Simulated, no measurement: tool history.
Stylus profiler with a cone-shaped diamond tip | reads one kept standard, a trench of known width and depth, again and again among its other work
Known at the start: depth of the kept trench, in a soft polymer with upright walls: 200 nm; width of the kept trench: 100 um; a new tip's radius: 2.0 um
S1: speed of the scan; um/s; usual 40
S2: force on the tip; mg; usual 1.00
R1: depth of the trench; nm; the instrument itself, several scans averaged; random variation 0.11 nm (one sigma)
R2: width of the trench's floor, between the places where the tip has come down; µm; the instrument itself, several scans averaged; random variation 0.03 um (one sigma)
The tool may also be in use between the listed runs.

Run 1, hour 0.0: usual settings. Result: R1 199.82 nm, R2 97.35 µm.
Run 2, hour 92.6: usual settings. Result: R1 200.03 nm, R2 97.36 µm.
Run 3, hour 142.1: usual settings. Result: R1 199.86 nm, R2 97.36 µm.
Run 4, hour 217.7: usual settings. Result: R1 199.81 nm, R2 97.32 µm.
Run 5, hour 282.3: usual settings but S2 2.51 mg. Result: R1 200.76 nm, R2 97.37 µm.
Run 6, hour 345.1: usual settings but S2 2.51 mg. Result: R1 200.22 nm, R2 97.38 µm.
Run 7, hour 411.8: usual settings but S2 2.51 mg. Result: R1 200.33 nm, R2 97.38 µm.
Run 8, hour 472.4: usual settings but S2 2.51 mg. Result: R1 199.91 nm, R2 97.35 µm.
Run 9, hour 554.3: usual settings but S2 2.51 mg. Result: R1 200.28 nm, R2 97.36 µm.
Run 10, hour 631.6: usual settings but S2 2.51 mg. Result: R1 200.30 nm, R2 97.29 µm.
Run 11, hour 701.4: usual settings but S2 1.92 mg. Result: R1 199.87 nm, R2 97.27 µm.
Run 12, hour 776.3: usual settings but S2 1.92 mg. Result: R1 199.57 nm, R2 97.24 µm.
Run 13, hour 839.0: usual settings but S2 1.92 mg. Result: R1 199.73 nm, R2 97.33 µm.
At hour 891.3: height scale calibrated on a step standard.
Run 14, hour 909.7: usual settings but S1 140 um/s. Result: R1 200.91 nm, R2 96.83 µm.
Run 15, hour 961.8: usual settings but S1 140 um/s. Result: R1 200.73 nm, R2 96.77 µm.
Run 16, hour 1020.8: usual settings but S1 140 um/s. Result: R1 200.63 nm, R2 96.74 µm.
Run 17, hour 1067.4: usual settings but S1 140 um/s, S2 2.51 mg. Result: R1 201.60 nm, R2 97.00 µm.
Run 18, hour 1117.8: usual settings but S1 140 um/s, S2 2.51 mg. Result: R1 201.35 nm, R2 96.96 µm.
Run 19, hour 1185.4: usual settings but S1 140 um/s, S2 2.51 mg. Result: R1 201.13 nm, R2 96.98 µm.
Run 20, hour 1278.7: usual settings but S1 22 um/s, S2 2.51 mg. Result: R1 201.34 nm, R2 97.26 µm.
Run 21, hour 1328.6: usual settings but S1 22 um/s, S2 2.51 mg. Result: R1 201.17 nm, R2 97.30 µm.
Run 22, hour 1378.8: usual settings but S1 17 um/s. Result: R1 200.48 nm, R2 97.23 µm.
Run 23, hour 1421.6: usual settings but S1 17 um/s. Result: R1 200.38 nm, R2 97.19 µm.
Run 24, hour 1490.8: usual settings but S1 34 um/s, S2 0.67 mg. Result: R1 200.25 nm, R2 97.12 µm.
Run 25, hour 1545.1: usual settings but S1 34 um/s, S2 0.67 mg. Result: R1 200.32 nm, R2 97.12 µm.
Run 26, hour 1634.9: usual settings but S1 34 um/s, S2 0.67 mg. Result: R1 200.09 nm, R2 97.07 µm.
Run 27, hour 1700.5: usual settings but S1 34 um/s, S2 0.67 mg. Result: R1 200.13 nm, R2 97.08 µm.
Run 28, hour 1765.6: usual settings but S1 34 um/s, S2 0.67 mg. Result: R1 199.99 nm, R2 97.08 µm.
Run 29, hour 1857.3: usual settings but S1 50 um/s. Result: R1 200.07 nm, R2 96.98 µm.
Run 30, hour 1912.5: usual settings but S1 10 um/s, S2 0.61 mg. Result: R1 199.91 nm, R2 97.14 µm.
Run 31, hour 2010.5: usual settings but S1 25 um/s, S2 0.89 mg. Result: R1 199.98 nm, R2 97.10 µm.
Run 32, hour 2059.6: usual settings but S1 81 um/s, S2 0.89 mg. Result: R1 199.93 nm, R2 96.80 µm.
Run 33, hour 2154.6: usual settings but S1 81 um/s, S2 0.89 mg. Result: R1 199.83 nm, R2 96.78 µm.
Run 34, hour 2247.1: usual settings but S1 94 um/s, S2 1.40 mg. Result: R1 200.11 nm, R2 96.79 µm.
Run 35, hour 2303.2: usual settings but S2 1.45 mg. Result: R1 199.83 nm, R2 96.92 µm.
Run 36, hour 2360.1: usual settings but S1 100 um/s. Result: R1 199.72 nm, R2 96.74 µm.
Run 37, hour 2437.6: usual settings but S2 0.52 mg. Result: R1 199.45 nm, R2 96.92 µm.
Run 38, hour 2516.0: usual settings but S1 13 um/s, S2 2.95 mg. Result: R1 200.40 nm, R2 97.09 µm.
Run 39, hour 2585.1: usual settings but S1 103 um/s, S2 1.50 mg. Result: R1 199.79 nm, R2 96.70 µm.
Run 40, hour 2641.0: usual settings but S1 12 um/s, S2 0.68 mg. Result: R1 199.46 nm, R2 97.01 µm.
Run 41, hour 2713.0: usual settings but S1 45 um/s, S2 1.86 mg. Result: R1 199.76 nm, R2 96.88 µm.
Run 42, hour 2770.1: usual settings but S1 25 um/s, S2 1.86 mg. Result: R1 199.97 nm, R2 96.95 µm.
Run 43, hour 2821.6: usual settings but S1 25 um/s, S2 1.86 mg. Result: R1 199.89 nm, R2 96.92 µm.
Run 44, hour 2864.6: usual settings but S1 12 um/s, S2 0.58 mg. Result: R1 199.20 nm, R2 97.00 µm.
At hour 2891.2: height scale calibrated on a step standard.
Run 45, hour 2920.0: usual settings but S1 41 um/s, S2 0.52 mg. Result: R1 200.55 nm, R2 96.80 µm.

Measured less the same run without the tool's hidden state. The same run-to-run variation is in both; the gauge's scatter may not be:
The hidden state here: radius of the tip, um; height scale over the true one, %; drift of the gauge itself on depth_nm, %; drift of the gauge itself on floor_um, %.
run     R1     R2
  1  -0.90  -0.72
  2  -0.97  -0.74
  3  -1.00  -0.75
  4  -1.06  -0.77
  5  -1.11  -0.78
  6  -1.15  -0.79
  7  -1.20  -0.80
  8  -1.25  -0.81
  9  -1.31  -0.82
 10  -1.36  -0.84
 11  -1.40  -0.85
 12  -1.46  -0.87
 13  -1.51  -0.88
 14  +0.02  -0.89
 15  -0.02  -0.90
 16  -0.06  -0.91
 17  -0.10  -0.92
 18  -0.14  -0.93
 19  -0.19  -0.94
 20  -0.26  -0.96
 21  -0.30  -0.97
 22  -0.33  -0.98
 23  -0.36  -0.99
 24  -0.42  -1.00
 25  -0.45  -1.01
 26  -0.52  -1.02
 27  -0.57  -1.03
 28  -0.62  -1.05
 29  -0.69  -1.06
 30  -0.73  -1.08
 31  -0.80  -1.08
 32  -0.84  -1.10
 33  -0.92  -1.11
 34  -0.98  -1.13
 35  -1.03  -1.13
 36  -1.07  -1.14
 37  -1.13  -1.16
 38  -1.19  -1.17
 39  -1.24  -1.18
 40  -1.28  -1.19
 41  -1.34  -1.20
 42  -1.38  -1.21
 43  -1.42  -1.22
 44  -1.45  -1.22
 45  -0.05  -1.23
